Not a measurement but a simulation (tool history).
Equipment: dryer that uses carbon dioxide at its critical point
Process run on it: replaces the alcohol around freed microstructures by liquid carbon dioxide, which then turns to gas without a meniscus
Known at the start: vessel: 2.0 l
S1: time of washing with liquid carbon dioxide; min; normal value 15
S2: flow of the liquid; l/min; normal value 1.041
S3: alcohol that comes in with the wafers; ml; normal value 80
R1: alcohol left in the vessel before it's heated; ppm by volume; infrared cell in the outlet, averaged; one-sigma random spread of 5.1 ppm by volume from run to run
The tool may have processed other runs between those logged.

run 1 hour=0.0 | S1=15 S2=1.041 S3=80 | R1=88
run 2 hour=8.3 | S1=15 S2=1.041 S3=80 | R1=84
run 3 hour=13.5 | S1=15 S2=1.041 S3=80 | R1=85
run 4 hour=24.7 | S1=15 S2=1.041 S3=80 | R1=89
run 5 hour=33.5 | S1=15 S2=1.041 S3=80 | R1=89
run 6 hour=40.0 | S1=15 S2=1.041 S3=80 | R1=100
run 7 hour=46.4 | S1=15 S2=1.041 S3=80 | R1=80
run 8 hour=54.9 | S1=15 S2=1.041 S3=80 | R1=92
run 9 hour=59.9 | S1=15 S2=1.041 S3=80 | R1=85
run 10 hour=65.1 | S1=17 S2=1.041 S3=80 | R1=50
run 11 hour=70.5 | S1=15 S2=1.290 S3=80 | R1=24
run 12 hour=76.6 | S1=15 S2=1.290 S3=80 | R1=40
run 13 hour=86.5 | S1=15 S2=1.000 S3=80 | R1=114
run 14 hour=96.5 | S1=15 S2=1.000 S3=80 | R1=110
run 15 hour=102.2 | S1=18 S2=1.041 S3=80 | R1=42
run 16 hour=114.0 | S1=18 S2=1.041 S3=80 | R1=42
run 17 hour=119.4 | S1=15 S2=1.110 S3=99 | R1=84
run 18 hour=127.2 | S1=15 S2=1.590 S3=35 | R1=20
run 19 hour=136.7 | S1=14 S2=0.670 S3=80 | R1=884
run 20 hour=142.2 | S1=16 S2=0.770 S3=80 | R1=295
run 21 hour=148.1 | S1=16 S2=0.770 S3=80 | R1=281
run 22 hour=153.4 | S1=14 S2=0.750 S3=34 | R1=255
run 23 hour=158.2 | S1=23 S2=1.640 S3=59 | R1=28
run 24 hour=168.1 | S1=23 S2=1.640 S3=59 | R1=24
run 25 hour=177.4 | S1=13 S2=0.950 S3=59 | R1=232
run 26 hour=182.7 | S1=13 S2=0.770 S3=37 | R1=330
run 27 hour=192.0 | S1=24 S2=0.860 S3=80 | R1=29
run 28 hour=202.9 | S1=11 S2=0.860 S3=25 | R1=300
run 29 hour=209.3 | S1=15 S2=1.690 S3=56 | R1=28
run 30 hour=214.2 | S1=10 S2=1.470 S3=56 | R1=108
run 31 hour=224.1 | S1=10 S2=1.470 S3=56 | R1=113

For some of the steps in R1 from one run to the next: how much would appear even if the tool had no hidden state, given the settings, what came in and random variation, and how much remains for the hidden state plus any gauge scatter that the measured result and the result without hidden state don't share?
Unlogged tool condition in this case: flow that reaches the vessel past the clogged filter, %; alcohol in the recycled carbon dioxide, ppm; drift of the gauge itself on alcohol_ppm, %.
Run 18 -> 19: S1 15 -> 14, S2 1.590 -> 0.670, S3 35 -> 80. R1 +864 ppm by volume: hidden state +221, all else +643.
Run 19 -> 20: S1 14 -> 16, S2 0.670 -> 0.770. R1 -589 ppm by volume: hidden state -135, all else -454.
Run 26 -> 27: S1 13 -> 24, S2 0.770 -> 0.860, S3 37 -> 80. R1 -301 ppm by volume: hidden state -83, all else -218.
